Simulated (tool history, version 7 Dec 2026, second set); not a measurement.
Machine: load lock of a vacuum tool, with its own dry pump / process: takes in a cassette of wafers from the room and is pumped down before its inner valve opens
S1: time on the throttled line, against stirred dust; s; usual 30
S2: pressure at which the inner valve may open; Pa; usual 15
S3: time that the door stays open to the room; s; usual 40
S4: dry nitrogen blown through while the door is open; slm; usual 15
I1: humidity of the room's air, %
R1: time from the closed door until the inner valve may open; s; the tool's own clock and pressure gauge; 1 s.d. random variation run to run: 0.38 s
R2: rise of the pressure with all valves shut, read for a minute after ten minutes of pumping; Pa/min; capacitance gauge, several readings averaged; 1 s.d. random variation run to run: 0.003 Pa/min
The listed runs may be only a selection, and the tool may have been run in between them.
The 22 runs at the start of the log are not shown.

At hour 10414.3: door's seal changed, seat wiped.
Run 23, hour 10579.7: usual settings but S1 55 s, S2 23 Pa, S4 14 slm; I1 45.5. Result: R1 60.2 s, R2 0.025 Pa/min.
Run 24, hour 11237.5: usual settings but S2 18 Pa, S4 4 slm; I1 46.6. Result: R1 37.8 s, R2 0.041 Pa/min.
Run 25, hour 11557.8: usual settings but S2 18 Pa, S4 4 slm; I1 44.6. Result: R1 38 s, R2 0.035 Pa/min.
Run 26, hour 11944.9: usual settings but S2 12 Pa, S3 64 s, S4 4 slm; I1 44.6. Result: R1 38.7 s, R2 0.056 Pa/min.
Run 27, hour 12505.5: usual settings but S2 12 Pa, S3 64 s, S4 4 slm; I1 40.3. Result: R1 38.7 s, R2 0.051 Pa/min.
Run 28, hour 13056.5: usual settings but S1 20 s, S2 11 Pa, S4 8 slm; I1 40.9. Result: R1 29.8 s, R2 0.031 Pa/min.
Run 29, hour 13382.4: usual settings but S3 51 s, S4 26 slm; I1 45.9. Result: R1 37.6 s, R2 0.024 Pa/min.
Run 30, hour 13756: usual settings but S3 51 s, S4 26 slm; I1 43.5. Result: R1 38.2 s, R2 0.029 Pa/min.
Run 31, hour 14122.3: usual settings but S3 51 s, S4 26 slm; I1 42.2. Result: R1 38.6 s, R2 0.031 Pa/min.
Run 32, hour 14589.4: usual settings but S3 67 s, S4 27 slm; I1 47.4. Result: R1 38.3 s, R2 0.03 Pa/min.
Run 33, hour 14920.3: usual settings but S3 119 s, S4 29 slm; I1 42.4. Result: R1 38.4 s, R2 0.031 Pa/min.
Run 34, hour 15201.5: usual settings but S1 58 s, S3 102 s, S4 36 slm; I1 42.6. Result: R1 63.5 s, R2 0.03 Pa/min.
Run 35, hour 15683.2: usual settings but S1 36 s, S2 12 Pa, S3 75 s, S4 14 slm; I1 44.1. Result: R1 43.8 s, R2 0.041 Pa/min.
Run 36, hour 16158.9: usual settings but S1 36 s, S2 12 Pa, S3 75 s, S4 14 slm; I1 47.1. Result: R1 43.8 s, R2 0.043 Pa/min.

Each row is a separate what-if for the run after 36, all from the same tool condition, not one after another. Results?
Run A, hour 16661: usual settings but S1 59 s; I1 44.5. Result: R1 ?, R2 ?.
Run B, hour 16661: usual settings but S1 36 s, S2 18 Pa, S3 50 s, S4 10 slm; I1 42.9. Result: R1 ?, R2 ?.
Run C, hour 16661: usual settings but S3 45 s, S4 24 slm; I1 43.9. Result: R1 ?, R2 ?.
Run D, hour 16661: usual settings but S1 25 s, S3 52 s, S4 17 slm; I1 48.4. Result: R1 ?, R2 ?.

run    R1     R2
  A  64.6  0.029
  B  43.5  0.033
  C  38.2  0.027
  D  34.7  0.039
With the hidden condition removed and each run's random variation left untouched, the same runs would have given:
run    R1     R2
  A  64.6  0.028
  B  43.5  0.032
  C  38.2  0.026
  D  34.7  0.037
